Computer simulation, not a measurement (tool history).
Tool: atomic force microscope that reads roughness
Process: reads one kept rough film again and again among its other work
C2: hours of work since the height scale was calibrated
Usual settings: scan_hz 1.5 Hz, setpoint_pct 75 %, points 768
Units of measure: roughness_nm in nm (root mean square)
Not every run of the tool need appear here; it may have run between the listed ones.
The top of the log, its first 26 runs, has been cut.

run 27 hour=663.3 | scan_hz=1.82 setpoint_pct=61 points=445 | pictures_with_this_tip=51 C2=51 | roughness_nm=2.862
-- hour=695.8 new tip fitted
run 28 hour=699.5 | scan_hz=1.82 setpoint_pct=61 points=445 | pictures_with_this_tip=7 C2=69 | roughness_nm=3.004
run 29 hour=730.9 | scan_hz=1.82 setpoint_pct=61 points=445 | pictures_with_this_tip=63 C2=85 | roughness_nm=2.804
-- hour=756 new tip fitted
run 30 hour=756 | scan_hz=1.71 setpoint_pct=73 points=679 | pictures_with_this_tip=0 C2=98 | roughness_nm=2.933
run 31 hour=771.5 | scan_hz=1.71 setpoint_pct=73 points=679 | pictures_with_this_tip=27 C2=106 | roughness_nm=2.826
-- hour=775.2 height scale calibrated on a step standard, once more
run 32 hour=806.6 | scan_hz=1.71 setpoint_pct=68 points=367 | pictures_with_this_tip=88 C2=16 | roughness_nm=2.673
-- hour=817 new tip fitted
run 33 hour=837.2 | scan_hz=0.7 setpoint_pct=68 points=653 | pictures_with_this_tip=36 C2=31 | roughness_nm=2.957
run 34 hour=861.4 | scan_hz=0.94 setpoint_pct=75 points=721 | pictures_with_this_tip=79 C2=44 | roughness_nm=2.724
-- hour=876.9 new tip fitted
run 35 hour=877.1 | scan_hz=1.36 setpoint_pct=63 points=1001 | pictures_with_this_tip=0 C2=52 | roughness_nm=3.081
run 36 hour=895.8 | scan_hz=1.36 setpoint_pct=56 points=927 | pictures_with_this_tip=34 C2=61 | roughness_nm=3.004
run 37 hour=918.4 | scan_hz=2.37 setpoint_pct=55 points=548 | pictures_with_this_tip=74 C2=73 | roughness_nm=2.796
run 38 hour=933.4 | scan_hz=0.51 setpoint_pct=82 points=675 | pictures_with_this_tip=101 C2=80 | roughness_nm=2.709
-- hour=936.5 new tip fitted
run 39 hour=950.5 | scan_hz=0.51 setpoint_pct=82 points=675 | pictures_with_this_tip=25 C2=89 | roughness_nm=2.943

Here are 4 independent what-if runs from the current tool condition. What would each one return?
run A hour=982.5 | scan_hz=0.6 setpoint_pct=80 points=448 | pictures_with_this_tip=83 C2=105 | roughness_nm=?
run B hour=982.5 | scan_hz=0.65 setpoint_pct=82 points=675 | pictures_with_this_tip=83 C2=105 | roughness_nm=?
run C hour=982.5 | scan_hz=1.5 setpoint_pct=75 points=297 | pictures_with_this_tip=83 C2=105 | roughness_nm=?
run D hour=982.5 | scan_hz=2.35 setpoint_pct=75 points=768 | pictures_with_this_tip=83 C2=105 | roughness_nm=?

run=A roughness_nm=2.723
run=B roughness_nm=2.716
run=C roughness_nm=2.591
run=D roughness_nm=2.508
Without the tool's unlogged condition, the same runs would have read:
run=A roughness_nm=3.033
run=B roughness_nm=3.026
run=C roughness_nm=2.886
run=D roughness_nm=2.795

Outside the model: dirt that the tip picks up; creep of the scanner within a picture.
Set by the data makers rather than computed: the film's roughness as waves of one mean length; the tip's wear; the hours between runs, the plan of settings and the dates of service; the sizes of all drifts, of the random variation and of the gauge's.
